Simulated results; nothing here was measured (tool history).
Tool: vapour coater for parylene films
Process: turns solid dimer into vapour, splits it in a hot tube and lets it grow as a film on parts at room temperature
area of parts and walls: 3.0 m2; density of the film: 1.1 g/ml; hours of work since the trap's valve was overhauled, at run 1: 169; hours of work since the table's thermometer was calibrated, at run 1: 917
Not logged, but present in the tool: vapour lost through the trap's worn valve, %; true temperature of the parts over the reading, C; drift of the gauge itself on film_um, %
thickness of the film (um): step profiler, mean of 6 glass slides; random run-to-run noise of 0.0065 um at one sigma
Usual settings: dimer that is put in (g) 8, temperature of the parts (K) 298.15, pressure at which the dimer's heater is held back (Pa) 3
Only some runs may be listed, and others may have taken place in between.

run,hour,dimer that is put in (g),temperature of the parts (K),pressure at which the dimer's heater is held back (Pa),hours of work since the trap's valve was overhauled,hours of work since the table's thermometer was calibrated,thickness of the film (um)
1,0,8,298.15,3,169,917,1.268
2,25.3,8,298.15,3,186,934,1.257
3,45.3,8,298.15,3,199,948,1.256
4,69.4,8,298.15,3,215,964,1.263
5,103.6,11,298.15,3,238,986,1.722
6,118,11,298.15,3,247,996,1.71
7,138.9,11,298.15,3,261,1010,1.709
8,153.4,11,298.15,3,271,1019,1.694
9,173.2,8,298.15,2.9,284,1032,1.254
# hour 180.4: trap's valve overhauled
10,210.2,8,298.15,2.9,20,1054,1.203
11,231.3,8,298.15,2.9,34,1068,1.196
12,248.1,8,298.15,2.9,45,1079,1.204
13,281.6,5,307.15,3.53,67,1102,0.468
14,299.9,5,307.15,3.53,79,1114,0.471
15,334.5,12,307.15,4.73,102,1137,1.051
# hour 354.5: trap's valve overhauled, once more
16,361.5,4,298.15,6.87,5,1152,0.586
17,394.6,5,308.15,10.32,27,1174,0.425
18,422.8,5,298.15,3,45,1193,0.821

Below are 5 alternative next runs, each starting from the tool's condition after run 18. Predict each:
A,449.1,3,298.15,3,63,1210,?
B,449.1,5,302.15,3,63,1210,?
C,449.1,8,297.15,2,63,1210,?
D,449.1,8,309.15,3,63,1210,?
E,449.1,13,298.15,2.25,63,1210,?

run,thickness of the film (um)
A,0.484
B,0.671
C,1.459
D,0.733
E,2.214
Take away the tool's hidden state, keep each run's random variation, and the runs would have read:
run,thickness of the film (um)
A,0.482
B,0.667
C,1.452
D,0.729
E,2.204
